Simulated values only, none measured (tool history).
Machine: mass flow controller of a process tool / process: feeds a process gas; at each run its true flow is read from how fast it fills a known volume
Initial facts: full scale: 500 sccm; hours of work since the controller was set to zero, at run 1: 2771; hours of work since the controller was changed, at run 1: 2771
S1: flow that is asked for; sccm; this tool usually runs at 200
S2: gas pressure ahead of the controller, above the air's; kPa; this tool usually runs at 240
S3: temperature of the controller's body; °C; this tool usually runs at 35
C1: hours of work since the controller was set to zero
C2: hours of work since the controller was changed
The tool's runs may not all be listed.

run 1 day=0 | S1=200 S2=240 S3=35 | C1=2771 C2=2771 | true_flow_(%)=98.14
run 2 day=19.146 | S1=200 S2=240 S3=38 | C1=3117 C2=3117 | true_flow_(%)=97.38
run 3 day=35.129 | S1=81 S2=240 S3=38 | C1=3407 C2=3407 | true_flow_(%)=97.02
run 4 day=52.017 | S1=200 S2=240 S3=35 | C1=3712 C2=3712 | true_flow_(%)=97.66
run 5 day=70.862 | S1=324 S2=240 S3=35 | C1=4054 C2=4054 | true_flow_(%)=98.07
run 6 day=85.558 | S1=62 S2=240 S3=35 | C1=4320 C2=4320 | true_flow_(%)=96.89
run 7 day=107.533 | S1=62 S2=240 S3=35 | C1=4717 C2=4717 | true_flow_(%)=96.91
run 8 day=131.45 | S1=62 S2=240 S3=35 | C1=5150 C2=5150 | true_flow_(%)=96.61
run 9 day=146.05 | S1=200 S2=240 S3=33 | C1=5415 C2=5415 | true_flow_(%)=97.27
run 10 day=157.958 | S1=200 S2=240 S3=33 | C1=5630 C2=5630 | true_flow_(%)=97.29
run 11 day=172.646 | S1=62 S2=240 S3=35 | C1=5896 C2=5896 | true_flow_(%)=96.43
run 12 day=185.829 | S1=62 S2=240 S3=35 | C1=6135 C2=6135 | true_flow_(%)=96.27
run 13 day=196.292 | S1=62 S2=240 S3=35 | C1=6324 C2=6324 | true_flow_(%)=96.41
run 14 day=212.05 | S1=200 S2=225 S3=35 | C1=6610 C2=6610 | true_flow_(%)=96.71
run 15 day=224.817 | S1=200 S2=225 S3=35 | C1=6841 C2=6841 | true_flow_(%)=96.6
run 16 day=246.175 | S1=92 S2=221 S3=28 | C1=7227 C2=7227 | true_flow_(%)=96.61
run 17 day=264.004 | S1=159 S2=240 S3=21 | C1=7550 C2=7550 | true_flow_(%)=97.45
run 18 day=279.825 | S1=75 S2=235 S3=22 | C1=7837 C2=7837 | true_flow_(%)=96.97
run 19 day=297.154 | S1=117 S2=190 S3=35 | C1=8150 C2=8150 | true_flow_(%)=95.67
-- day=306.112 controller's zero set anew
run 20 day=318.512 | S1=200 S2=240 S3=28 | C1=224 C2=8537 | true_flow_(%)=96.64
run 21 day=336.608 | S1=200 S2=240 S3=28 | C1=552 C2=8864 | true_flow_(%)=96.56
-- day=342.367 gauge calibrated
run 22 day=360.254 | S1=200 S2=240 S3=28 | C1=980 C2=9292 | true_flow_(%)=98.45
run 23 day=383.671 | S1=200 S2=240 S3=28 | C1=1404 C2=9716 | true_flow_(%)=98.39
run 24 day=397.95 | S1=215 S2=236 S3=35 | C1=1663 C2=9975 | true_flow_(%)=97.72
run 25 day=411.671 | S1=470 S2=255 S3=24 | C1=1911 C2=10223 | true_flow_(%)=99.8
-- day=424.625 controller exchanged for a calibrated one
run 26 day=434.792 | S1=470 S2=255 S3=24 | C1=184 C2=184 | true_flow_(%)=99.6
run 27 day=456.012 | S1=200 S2=191 S3=31 | C1=568 C2=568 | true_flow_(%)=97.61
run 28 day=478.696 | S1=200 S2=191 S3=31 | C1=979 C2=979 | true_flow_(%)=97.32
run 29 day=497.6 | S1=173 S2=152 S3=37 | C1=1321 C2=1321 | true_flow_(%)=96.44

Below are 4 alternative next runs, each starting from the tool's condition after run 29. Predict each:
run A day=508.629 | S1=264 S2=152 S3=33 | C1=1521 C2=1521 | true_flow_(%)=?
run B day=508.629 | S1=99 S2=155 S3=37 | C1=1521 C2=1521 | true_flow_(%)=?
run C day=508.629 | S1=102 S2=202 S3=23 | C1=1521 C2=1521 | true_flow_(%)=?
run D day=508.629 | S1=405 S2=240 S3=27 | C1=1521 C2=1521 | true_flow_(%)=?

run=A true_flow_(%)=97.22
run=B true_flow_(%)=96.2
run=C true_flow_(%)=97.35
run=D true_flow_(%)=98.5
Take away the tool's hidden state, keep each run's random variation, and the runs would have read:
run=A true_flow_(%)=98.2
run=B true_flow_(%)=97.16
run=C true_flow_(%)=98.32
run=D true_flow_(%)=99.49
